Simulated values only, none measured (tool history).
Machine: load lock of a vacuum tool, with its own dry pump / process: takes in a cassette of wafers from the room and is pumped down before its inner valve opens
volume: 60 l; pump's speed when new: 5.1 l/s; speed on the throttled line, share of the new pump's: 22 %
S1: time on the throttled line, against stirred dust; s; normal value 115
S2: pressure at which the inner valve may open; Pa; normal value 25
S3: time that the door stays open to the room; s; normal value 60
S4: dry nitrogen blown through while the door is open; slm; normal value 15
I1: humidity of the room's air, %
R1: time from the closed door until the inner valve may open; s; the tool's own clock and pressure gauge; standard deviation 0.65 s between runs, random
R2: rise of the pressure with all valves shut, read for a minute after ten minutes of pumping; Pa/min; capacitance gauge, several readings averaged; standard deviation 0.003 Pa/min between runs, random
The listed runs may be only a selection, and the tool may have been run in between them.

| run | hour | S1 | S2 | S3 | S4 | I1 | R1 | R2 |
|---|---|---|---|---|---|---|---|---|
| 1 | 0 | 115 | 25 | 60 | 15 | 44.1 | 190 | 0.058 |
| 2 | 51.8 | 115 | 48 | 60 | 15 | 49.5 | 182.6 | 0.068 |
| 3 | 125.2 | 115 | 48 | 60 | 15 | 46 | 182.3 | 0.071 |
| 4 | 172.2 | 115 | 48 | 60 | 15 | 50.1 | 181.6 | 0.075 |
| 5 | 262.5 | 76 | 25 | 60 | 15 | 45.4 | 159.9 | 0.069 |
| 6 | 329.9 | 76 | 25 | 60 | 15 | 46.1 | 160 | 0.069 |
| 7 | 387.3 | 115 | 29 | 60 | 15 | 42.5 | 187.5 | 0.066 |
| 8 | 465.4 | 115 | 25 | 60 | 15 | 43.5 | 190.5 | 0.071 |
| 9 | 542.8 | 115 | 36 | 60 | 7 | 42.6 | 186.1 | 0.074 |
| 10 | 602 | 84 | 18 | 183 | 5 | 45.1 | 170.7 | 0.152 |
| 11 | 653.7 | 84 | 18 | 183 | 5 | 43.8 | 170.7 | 0.156 |
| 12 | 720.2 | 123 | 19 | 218 | 4 | 43.6 | 198.9 | 0.168 |
| 13 | 767.1 | 164 | 35 | 51 | 4 | 45.6 | 224.8 | 0.088 |
| 14 | 850.5 | 70 | 35 | 51 | 4 | 47.7 | 152.1 | 0.087 |
| 15 | 921 | 70 | 35 | 50 | 39 | 42.7 | 152.7 | 0.056 |

Table of differences, measured result less the result of that run with no hidden state. Run-to-run variation is the same in both. Gauge scatter possibly is not:
Unlogged tool condition in this case: pump's speed, % of a new pump's; leak at the door's seal, Pa l/s; drift of the gauge itself on ready_s, %; drift of the gauge itself on rise_pa_min, %.
| run | R1 | R2 |
|---|---|---|
| 1 | +2.5 | +0.017 |
| 2 | +2.3 | +0.018 |
| 3 | +2.3 | +0.019 |
| 4 | +2.4 | +0.019 |
| 5 | +3.1 | +0.02 |
| 6 | +3.3 | +0.021 |
| 7 | +2.9 | +0.022 |
| 8 | +3.1 | +0.021 |
| 9 | +2.9 | +0.021 |
| 10 | +3.7 | +0.022 |
| 11 | +3.7 | +0.023 |
| 12 | +3.4 | +0.024 |
| 13 | +2.7 | +0.024 |
| 14 | +3.9 | +0.024 |
| 15 | +3.9 | +0.026 |
